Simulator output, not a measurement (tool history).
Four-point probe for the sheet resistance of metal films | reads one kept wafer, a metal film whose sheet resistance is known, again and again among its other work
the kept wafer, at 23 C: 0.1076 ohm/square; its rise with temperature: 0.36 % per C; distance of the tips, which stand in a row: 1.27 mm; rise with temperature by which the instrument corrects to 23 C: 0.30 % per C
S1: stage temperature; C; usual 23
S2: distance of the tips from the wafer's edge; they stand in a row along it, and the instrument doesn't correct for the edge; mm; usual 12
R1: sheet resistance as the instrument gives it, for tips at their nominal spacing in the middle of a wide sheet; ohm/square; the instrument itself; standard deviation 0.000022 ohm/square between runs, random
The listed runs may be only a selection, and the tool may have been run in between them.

| run | hour | S1 | S2 | R1 |
|---|---|---|---|---|
| 1 | 0.0 | 23 | 12 | 0.107461 |
| 2 | 18.0 | 23 | 12 | 0.107445 |
| 3 | 28.5 | 23 | 25 | 0.106914 |
| 4 | 39.0 | 23 | 25 | 0.106928 |
| 5 | 55.7 | 23 | 25 | 0.106928 |
| 6 | 67.1 | 23 | 25 | 0.106899 |
| 7 | 86.2 | 23 | 25 | 0.106930 |
| 8 | 104.7 | 23 | 12 | 0.107379 |
| 9 | 123.6 | 23 | 12 | 0.107347 |
| 10 | 144.0 | 23 | 4 | 0.112243 |
| 11 | 160.2 | 23 | 12 | 0.107347 |
| 12 | 173.2 | 21 | 12 | 0.107211 |
| 13 | 185.5 | 23 | 12 | 0.107339 |
| 14 | 206.1 | 23 | 12 | 0.107331 |
| 15 | 228.5 | 23 | 12 | 0.107318 |
| 16 | 247.0 | 23 | 12 | 0.107323 |
| 17 | 257.3 | 23 | 19 | 0.106885 |
| 18 | 272.0 | 19 | 12 | 0.107051 |
| 19 | 289.8 | 19 | 12 | 0.107063 |
| 20 | 306.9 | 19 | 12 | 0.107067 |
| 21 | 325.4 | 22 | 12 | 0.107254 |
| 22 | 341.4 | 22 | 12 | 0.107261 |
| 23 | 356.2 | 21 | 12 | 0.107126 |
| 24 | 368.6 | 34 | 44 | 0.107325 |
| 25 | 386.9 | 32 | 11 | 0.107899 |
| 26 | 401.4 | 23 | 57 | 0.106674 |
| 27 | 417.3 | 29 | 7 | 0.108805 |
| 28 | 431.6 | 29 | 7 | 0.108827 |
| 29 | 450.9 | 33 | 46 | 0.107268 |
| 30 | 469.6 | 33 | 46 | 0.107222 |
| 31 | 490.5 | 28 | 20 | 0.107143 |
|  | 492.7 | stage's thermometer calibrated |
| 32 | 502.5 | 23 | 17 | 0.106861 |

Forecast run 33:
| 33 | 517.0 | 27 | 4 | ? |

R1: 0.112244 ohm/square
Had the tool carried no hidden state, the very same run would have given R1 0.113368 ohm/square.

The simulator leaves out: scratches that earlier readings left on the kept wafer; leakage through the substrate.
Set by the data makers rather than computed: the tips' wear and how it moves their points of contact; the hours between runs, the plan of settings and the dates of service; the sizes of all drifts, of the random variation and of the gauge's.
